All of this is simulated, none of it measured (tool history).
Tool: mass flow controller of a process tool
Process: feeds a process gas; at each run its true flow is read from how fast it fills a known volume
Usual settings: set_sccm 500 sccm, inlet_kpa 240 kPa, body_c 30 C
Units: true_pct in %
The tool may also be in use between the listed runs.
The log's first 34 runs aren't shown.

Run 35, day 118.125: usual settings but set_sccm 902 sccm. Result: true_pct 99.79 %.
Run 36, day 121.250: usual settings but set_sccm 902 sccm. Result: true_pct 99.77 %.
Run 37, day 125.879: usual settings but set_sccm 247 sccm, inlet_kpa 163 kPa, body_c 23 C. Result: true_pct 98.88 %.
Run 38, day 128.354: usual settings but set_sccm 338 sccm, inlet_kpa 238 kPa, body_c 34 C. Result: true_pct 98.51 %.
Run 39, day 130.521: usual settings but set_sccm 338 sccm, inlet_kpa 238 kPa, body_c 27 C. Result: true_pct 99.20 %.
Run 40, day 133.050: usual settings but inlet_kpa 220 kPa, body_c 21 C. Result: true_pct 99.81 %.
Run 41, day 136.571: usual settings but set_sccm 181 sccm, inlet_kpa 164 kPa, body_c 21 C. Result: true_pct 98.75 %.
Run 42, day 141.179: usual settings but set_sccm 181 sccm, inlet_kpa 164 kPa, body_c 21 C. Result: true_pct 98.83 %.
Run 43, day 145.208: usual settings but set_sccm 106 sccm, body_c 26 C. Result: true_pct 97.86 %.
Run 44, day 147.825: usual settings but set_sccm 106 sccm, body_c 26 C. Result: true_pct 97.87 %.
Run 45, day 151.988: usual settings but set_sccm 106 sccm, body_c 26 C. Result: true_pct 97.89 %.
Run 46, day 156.388: usual settings but set_sccm 106 sccm, body_c 26 C. Result: true_pct 97.91 %.
Run 47, day 161.000: usual settings but set_sccm 113 sccm, body_c 24 C. Result: true_pct 98.44 %.
Run 48, day 163.317: usual settings but set_sccm 569 sccm, body_c 21 C. Result: true_pct 100.08 %.
Run 49, day 167.062: usual settings but set_sccm 273 sccm, body_c 21 C. Result: true_pct 99.46 %.

Forecast each of these 3 alternatives for the next run:
Run A, day 170.342: usual settings but set_sccm 148 sccm, inlet_kpa 250 kPa. Result: true_pct ?.
Run B, day 170.342: usual settings but set_sccm 464 sccm, inlet_kpa 153 kPa, body_c 21 C. Result: true_pct ?.
Run C, day 170.342: usual settings but set_sccm 489 sccm, inlet_kpa 148 kPa, body_c 27 C. Result: true_pct ?.

run  true_pct
  A     98.15
  B     99.66
  C     99.33
Without the tool's hidden state the same runs would have given:
run  true_pct
  A     98.72
  B     99.47
  C     99.13

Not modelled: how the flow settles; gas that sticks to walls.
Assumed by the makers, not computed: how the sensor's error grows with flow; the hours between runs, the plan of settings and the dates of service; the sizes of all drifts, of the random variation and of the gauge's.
